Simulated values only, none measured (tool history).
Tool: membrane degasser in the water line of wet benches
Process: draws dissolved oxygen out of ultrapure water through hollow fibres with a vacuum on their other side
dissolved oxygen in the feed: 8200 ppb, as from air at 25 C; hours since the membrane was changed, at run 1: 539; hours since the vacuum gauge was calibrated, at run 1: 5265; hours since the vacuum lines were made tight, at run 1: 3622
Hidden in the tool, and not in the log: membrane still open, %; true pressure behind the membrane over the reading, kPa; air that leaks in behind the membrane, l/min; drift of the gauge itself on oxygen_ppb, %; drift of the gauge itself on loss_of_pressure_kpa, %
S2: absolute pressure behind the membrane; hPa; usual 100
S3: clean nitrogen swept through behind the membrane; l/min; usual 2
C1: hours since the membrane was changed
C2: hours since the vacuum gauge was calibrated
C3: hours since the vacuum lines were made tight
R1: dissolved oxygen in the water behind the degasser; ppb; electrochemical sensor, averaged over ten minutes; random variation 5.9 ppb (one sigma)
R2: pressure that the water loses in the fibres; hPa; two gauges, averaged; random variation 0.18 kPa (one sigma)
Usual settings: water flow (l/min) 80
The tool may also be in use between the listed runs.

Run 1, hour 0: usual settings; C1 539; C2 5265; C3 3622. Result: R1 589.8 ppb, R2 317.3 hPa.
Run 2, hour 34.7: usual settings; C1 573; C2 5300; C3 3656. Result: R1 617 ppb, R2 317.6 hPa.
Run 3, hour 90.4: usual settings; C1 629; C2 5355; C3 3712. Result: R1 607 ppb, R2 316 hPa.
Run 4, hour 144: usual settings; C1 683; C2 5409; C3 3766. Result: R1 606.4 ppb, R2 318.2 hPa.
Run 5, hour 193.8: usual settings but water flow (l/min) 87; C1 732; C2 5459; C3 3815. Result: R1 655.2 ppb, R2 346.9 hPa.
Run 6, hour 225.4: usual settings but water flow (l/min) 58; C1 764; C2 5490; C3 3847. Result: R1 439 ppb, R2 231.2 hPa.
Run 7, hour 277.8: usual settings but water flow (l/min) 58; C1 816; C2 5543; C3 3900. Result: R1 441.9 ppb, R2 229.3 hPa.
Run 8, hour 326.5: usual settings but water flow (l/min) 58; C1 865; C2 5591; C3 3948. Result: R1 438.9 ppb, R2 230.1 hPa.
Run 9, hour 354.2: usual settings but water flow (l/min) 58; C1 893; C2 5619; C3 3976. Result: R1 443.1 ppb, R2 229.9 hPa.
Run 10, hour 400.1: usual settings but water flow (l/min) 58; C1 939; C2 5665; C3 4022. Result: R1 435.3 ppb, R2 230.5 hPa.
Run 11, hour 435.1: usual settings but water flow (l/min) 58; C1 974; C2 5700; C3 4057. Result: R1 441.3 ppb, R2 232.4 hPa.
At hour 461: vacuum gauge calibrated.
Run 12, hour 463.8: usual settings but S2 63 hPa; C1 1002; C2 3; C3 4085. Result: R1 330.6 ppb, R2 321.4 hPa.
Run 13, hour 497.6: usual settings but S2 63 hPa; C1 1036; C2 37; C3 4119. Result: R1 321.3 ppb, R2 317.9 hPa.
Run 14, hour 528: usual settings but water flow (l/min) 58; C1 1066; C2 67; C3 4149. Result: R1 438.5 ppb, R2 231.4 hPa.
Run 15, hour 570.8: usual settings; C1 1109; C2 110; C3 4192. Result: R1 585.7 ppb, R2 319.5 hPa.
Run 16, hour 596.6: usual settings; C1 1135; C2 136; C3 4218. Result: R1 588.7 ppb, R2 319.9 hPa.
Run 17, hour 632.8: usual settings; C1 1171; C2 172; C3 4254. Result: R1 591.7 ppb, R2 318.8 hPa.
Run 18, hour 669.1: usual settings; C1 1207; C2 208; C3 4290. Result: R1 598.9 ppb, R2 316.6 hPa.
Run 19, hour 714.3: usual settings; C1 1252; C2 253; C3 4335. Result: R1 589.3 ppb, R2 320.3 hPa.
Run 20, hour 753.9: usual settings but S3 2.5 l/min; C1 1292; C2 293; C3 4375. Result: R1 514.9 ppb, R2 320 hPa.
Run 21, hour 784.6: usual settings but water flow (l/min) 65, S2 161 hPa, S3 2.88 l/min; C1 1323; C2 324; C3 4406. Result: R1 644.1 ppb, R2 258.9 hPa.
Run 22, hour 814.1: usual settings but water flow (l/min) 85, S2 183 hPa, S3 4.48 l/min; C1 1352; C2 353; C3 4435. Result: R1 689.9 ppb, R2 336.6 hPa.
Run 23, hour 867: usual settings but water flow (l/min) 85, S2 183 hPa, S3 4.48 l/min; C1 1405; C2 406; C3 4488. Result: R1 698.8 ppb, R2 338.6 hPa.
Run 24, hour 892.8: usual settings but water flow (l/min) 66, S3 2.48 l/min; C1 1431; C2 432; C3 4514. Result: R1 420.1 ppb, R2 261.1 hPa.
Run 25, hour 934.7: usual settings but water flow (l/min) 75, S2 125 hPa, S3 1.03 l/min; C1 1473; C2 474; C3 4556. Result: R1 1104.2 ppb, R2 300.2 hPa.
Run 26, hour 964.5: usual settings but water flow (l/min) 75, S2 125 hPa, S3 1.03 l/min; C1 1503; C2 503; C3 4586. Result: R1 1100 ppb, R2 298.2 hPa.
Run 27, hour 1002.3: usual settings but water flow (l/min) 75, S2 125 hPa, S3 1.03 l/min; C1 1540; C2 541; C3 4623. Result: R1 1125.6 ppb, R2 301.2 hPa.
Run 28, hour 1046.2: usual settings but water flow (l/min) 93, S2 75 hPa, S3 1.03 l/min; C1 1584; C2 585; C3 4667. Result: R1 703.6 ppb, R2 370.6 hPa.
Run 29, hour 1097.3: usual settings but water flow (l/min) 93, S2 75 hPa, S3 1.03 l/min; C1 1635; C2 636; C3 4718. Result: R1 712.5 ppb, R2 370.6 hPa.
Run 30, hour 1142.6: usual settings but water flow (l/min) 126, S3 1.94 l/min; C1 1681; C2 682; C3 4764. Result: R1 939 ppb, R2 506.3 hPa.
Run 31, hour 1189.2: usual settings but water flow (l/min) 126, S3 1.94 l/min; C1 1727; C2 728; C3 4810. Result: R1 933.3 ppb, R2 505.5 hPa.
Run 32, hour 1224.2: usual settings but water flow (l/min) 126, S3 1.94 l/min; C1 1762; C2 763; C3 4845. Result: R1 959.3 ppb, R2 504.2 hPa.
Run 33, hour 1253: usual settings but water flow (l/min) 126, S2 208 hPa, S3 1.94 l/min; C1 1791; C2 792; C3 4874. Result: R1 1919.1 ppb, R2 505.1 hPa.

Hidden state or all else? Some run-to-run changes of R1, split into what the settings, what came in and random variation would give without the hidden state, and what is left for the hidden state (with any gauge scatter that isn't in both results):
Run 5 -> 6: water flow (l/min) 87 -> 58. R1 -216.2 ppb: hidden state -3.5, all else -212.7.
Run 11 -> 12: water flow (l/min) 58 -> 80, S2 100 -> 63, vacuum gauge calibrated. R1 -110.7 ppb: hidden state -8, all else -102.7.
Run 24 -> 25: water flow (l/min) 66 -> 75, S2 100 -> 125, S3 2.48 -> 1.03. R1 +684.1 ppb: hidden state +0, all else +684.1.
Run 27 -> 28: water flow (l/min) 75 -> 93, S2 125 -> 75. R1 -422 ppb: hidden state +2.3, all else -424.3.
Run 29 -> 30: water flow (l/min) 93 -> 126, S2 75 -> 100, S3 1.03 -> 1.94. R1 +226.5 ppb: hidden state +2.5, all else +224.
Run 32 -> 33: S2 100 -> 208. R1 +959.8 ppb: hidden state -1.7, all else +961.5.

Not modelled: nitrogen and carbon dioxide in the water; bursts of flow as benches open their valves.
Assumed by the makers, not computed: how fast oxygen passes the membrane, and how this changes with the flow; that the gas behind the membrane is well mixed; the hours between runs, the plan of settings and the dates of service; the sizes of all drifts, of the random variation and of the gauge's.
